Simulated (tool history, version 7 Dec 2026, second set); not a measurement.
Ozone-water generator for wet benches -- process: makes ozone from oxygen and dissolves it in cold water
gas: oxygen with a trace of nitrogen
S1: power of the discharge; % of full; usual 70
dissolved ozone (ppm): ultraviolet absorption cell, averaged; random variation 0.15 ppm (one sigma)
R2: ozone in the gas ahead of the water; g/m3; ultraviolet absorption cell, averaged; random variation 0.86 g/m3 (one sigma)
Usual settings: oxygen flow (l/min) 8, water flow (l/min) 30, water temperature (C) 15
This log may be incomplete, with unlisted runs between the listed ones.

run 1 hour=0 | S1=70 oxygen_flow_(l/min)=8 water_flow_(l/min)=30 water_temperature_(C)=15 | dissolved_ozone_(ppm)=13.9 R2=112.6
run 2 hour=105.3 | S1=70 oxygen_flow_(l/min)=8 water_flow_(l/min)=24 water_temperature_(C)=15 | dissolved_ozone_(ppm)=16.7 R2=110.5
run 3 hour=202.2 | S1=70 oxygen_flow_(l/min)=8 water_flow_(l/min)=24 water_temperature_(C)=15 | dissolved_ozone_(ppm)=16.5 R2=110.2
run 4 hour=266.4 | S1=70 oxygen_flow_(l/min)=8 water_flow_(l/min)=19 water_temperature_(C)=15 | dissolved_ozone_(ppm)=19.5 R2=110.4
run 5 hour=368 | S1=70 oxygen_flow_(l/min)=8 water_flow_(l/min)=30 water_temperature_(C)=21 | dissolved_ozone_(ppm)=12.7 R2=109.9
run 6 hour=499.7 | S1=70 oxygen_flow_(l/min)=8 water_flow_(l/min)=30 water_temperature_(C)=21 | dissolved_ozone_(ppm)=12.7 R2=110.3
run 7 hour=599.7 | S1=70 oxygen_flow_(l/min)=8 water_flow_(l/min)=30 water_temperature_(C)=15 | dissolved_ozone_(ppm)=13.6 R2=109.4
run 8 hour=672.7 | S1=70 oxygen_flow_(l/min)=8 water_flow_(l/min)=30 water_temperature_(C)=15 | dissolved_ozone_(ppm)=13.9 R2=108.2
run 9 hour=775.5 | S1=70 oxygen_flow_(l/min)=8 water_flow_(l/min)=30 water_temperature_(C)=15 | dissolved_ozone_(ppm)=13.7 R2=108.4
run 10 hour=930 | S1=70 oxygen_flow_(l/min)=8 water_flow_(l/min)=30 water_temperature_(C)=22 | dissolved_ozone_(ppm)=12.2 R2=107.8
run 11 hour=1033.1 | S1=70 oxygen_flow_(l/min)=8 water_flow_(l/min)=30 water_temperature_(C)=22 | dissolved_ozone_(ppm)=12.2 R2=107.7
run 12 hour=1133.8 | S1=70 oxygen_flow_(l/min)=8 water_flow_(l/min)=30 water_temperature_(C)=22 | dissolved_ozone_(ppm)=12.1 R2=105.4
run 13 hour=1282.7 | S1=70 oxygen_flow_(l/min)=8 water_flow_(l/min)=30 water_temperature_(C)=22 | dissolved_ozone_(ppm)=12 R2=106
run 14 hour=1379.4 | S1=70 oxygen_flow_(l/min)=8 water_flow_(l/min)=30 water_temperature_(C)=15 | dissolved_ozone_(ppm)=13.3 R2=105.3
-- hour=1488.8 water thermometer calibrated
run 15 hour=1488.8 | S1=70 oxygen_flow_(l/min)=8 water_flow_(l/min)=30 water_temperature_(C)=15 | dissolved_ozone_(ppm)=13.2 R2=105.5
run 16 hour=1580.3 | S1=70 oxygen_flow_(l/min)=8 water_flow_(l/min)=30 water_temperature_(C)=15 | dissolved_ozone_(ppm)=13.1 R2=105
run 17 hour=1713.3 | S1=78 oxygen_flow_(l/min)=8 water_flow_(l/min)=30 water_temperature_(C)=15 | dissolved_ozone_(ppm)=14 R2=112.7
run 18 hour=1832.5 | S1=77 oxygen_flow_(l/min)=8 water_flow_(l/min)=30 water_temperature_(C)=15 | dissolved_ozone_(ppm)=13.9 R2=110.9
run 19 hour=1943.2 | S1=42 oxygen_flow_(l/min)=8 water_flow_(l/min)=41 water_temperature_(C)=15 | dissolved_ozone_(ppm)=7 R2=73.5
run 20 hour=2087.8 | S1=73 oxygen_flow_(l/min)=8 water_flow_(l/min)=25 water_temperature_(C)=15 | dissolved_ozone_(ppm)=15.6 R2=105.2
run 21 hour=2159.4 | S1=56 oxygen_flow_(l/min)=8 water_flow_(l/min)=44 water_temperature_(C)=12 | dissolved_ozone_(ppm)=7.9 R2=88
run 22 hour=2242.2 | S1=56 oxygen_flow_(l/min)=8 water_flow_(l/min)=44 water_temperature_(C)=12 | dissolved_ozone_(ppm)=8.3 R2=87.7
run 23 hour=2358.4 | S1=56 oxygen_flow_(l/min)=8 water_flow_(l/min)=44 water_temperature_(C)=12 | dissolved_ozone_(ppm)=8 R2=88.9
run 24 hour=2477.3 | S1=63 oxygen_flow_(l/min)=4.26 water_flow_(l/min)=23 water_temperature_(C)=10 | dissolved_ozone_(ppm)=13.1 R2=116.7
-- hour=2494.1 contactor cleaned
run 25 hour=2549.4 | S1=63 oxygen_flow_(l/min)=4.26 water_flow_(l/min)=23 water_temperature_(C)=10 | dissolved_ozone_(ppm)=13 R2=115.1
run 26 hour=2622.2 | S1=63 oxygen_flow_(l/min)=11.44 water_flow_(l/min)=20 water_temperature_(C)=10 | dissolved_ozone_(ppm)=18.2 R2=83.7
run 27 hour=2717.1 | S1=63 oxygen_flow_(l/min)=11.44 water_flow_(l/min)=20 water_temperature_(C)=10 | dissolved_ozone_(ppm)=18 R2=83.4

The next listed run, before its measurement:
-- hour=2759.6 electrodes of the discharge changed
run 28 hour=2807.1 | S1=63 oxygen_flow_(l/min)=4.74 water_flow_(l/min)=29 water_temperature_(C)=16 | dissolved_ozone_(ppm)=? R2=?

dissolved ozone (ppm): 13.4
R2: 150.8 g/m3
Take away the tool's hidden state, keep the run-to-run variation as it was, and the same run would have given dissolved ozone (ppm) 14.2, R2 151.7 g/m3.
